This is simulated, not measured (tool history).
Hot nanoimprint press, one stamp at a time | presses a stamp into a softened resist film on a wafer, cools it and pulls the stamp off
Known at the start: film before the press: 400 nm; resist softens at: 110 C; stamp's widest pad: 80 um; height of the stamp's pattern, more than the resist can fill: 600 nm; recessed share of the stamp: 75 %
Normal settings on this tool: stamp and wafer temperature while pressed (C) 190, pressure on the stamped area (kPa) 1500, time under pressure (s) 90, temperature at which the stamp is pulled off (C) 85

run   hour  stamp and wafer temperature while pressed (C)  pressure on the stamped area (kPa)  time under pressure (s)  temperature at which the stamp is pulled off (C)  resist left under the stamp's widest pad (angstrom)  greatest force while the stamp is pulled off (N)
  1      0                                            190                                1500                       90                                                85                                                 1504                                               130
  2    9.1                                            190                                1500                       90                                                85                                                 1518                                               131
  3   13.2                                            190                                1500                       90                                                85                                                 1517                                               128
  4   21.1                                            190                                1500                       90                                                85                                                 1517                                               132
  5   26.7                                            190                                1500                       90                                                85                                                 1515                                               133
  6   34.4                                            190                                1500                       90                                                85                                                 1521                                               133
  7     42                                            190                                1500                       90                                                85                                                 1524                                               131
  8     47                                            190                                1500                       90                                                85                                                 1513                                               137
  9   51.9                                            182                                1500                       90                                                85                                                 2009                                               131
 10   58.6                                            190                                1500                       90                                                85                                                 1518                                               136
 11   62.8                                            190                                1500                       90                                                85                                                 1528                                               135
 12   69.5                                            190                                1500                       90                                                85                                                 1528                                               138
      73.1  -- plate thermocouple calibrated
 13   77.7                                            190                                1500                       90                                                85                                                 1530                                               136
 14   82.5                                            190                                1620                       90                                                85                                                 1472                                               138
 15   86.5                                            190                                1500                       90                                                85                                                 1522                                               137
 16     96                                            190                                1500                       90                                                85                                                 1534                                               137
       102  -- plate thermocouple calibrated, once more
 17  105.8                                            190                                1500                       90                                                71                                                 1535                                               178
 18    113                                            201                                1500                       90                                                83                                                 1067                                               143
 19  118.2                                            190                                1380                      129                                                85                                                 1396                                               142
     128.7  -- stamp cleaned and given a new release coat
 20  130.9                                            190                                1380                      129                                                85                                                 1386                                               110
 21  136.2                                            182                                2140                       52                                                71                                                 2100                                               137
 22  143.2                                            186                                2140                       52                                                71                                                 1839                                               137
 23  151.5                                            189                                2140                       52                                                88                                                 1657                                               105
 24  157.9                                            190                                1500                       57                                                85                                                 1835                                               113
 25  164.5                                            190                                1720                       88                                                85                                                 1450                                               115
 26  170.5                                            190                                1720                       88                                                85                                                 1448                                               114
 27  178.7                                            190                                1720                       88                                                85                                                 1455                                               113
 28    185                                            190                                1500                       90                                                86                                                 1541                                               111
 29  192.4                                            190                                1500                       90                                                86                                                 1551                                               115

Branching from run 29: 4 alternative next runs. What would each branch give?
  A  197.7                                            202                                1000                       90                                                90                                                    ?                                                 ?
  B  197.7                                            190                                1200                       90                                                93                                                    ?                                                 ?
  C  197.7                                            190                                2300                      152                                                85                                                    ?                                                 ?
  D  197.7                                            190                                1370                       90                                                75                                                    ?                                                 ?

run  resist left under the stamp's widest pad (angstrom)  greatest force while the stamp is pulled off (N)
  A                                                 1289                                               105
  B                                                 1717                                                99
  C                                                 1004                                               117
  D                                                 1616                                               133
Without the tool's hidden state the same runs would have given:
run  resist left under the stamp's widest pad (angstrom)  greatest force while the stamp is pulled off (N)
  A                                                 1266                                                99
  B                                                 1684                                                93
  C                                                  975                                               111
  D                                                 1582                                               125
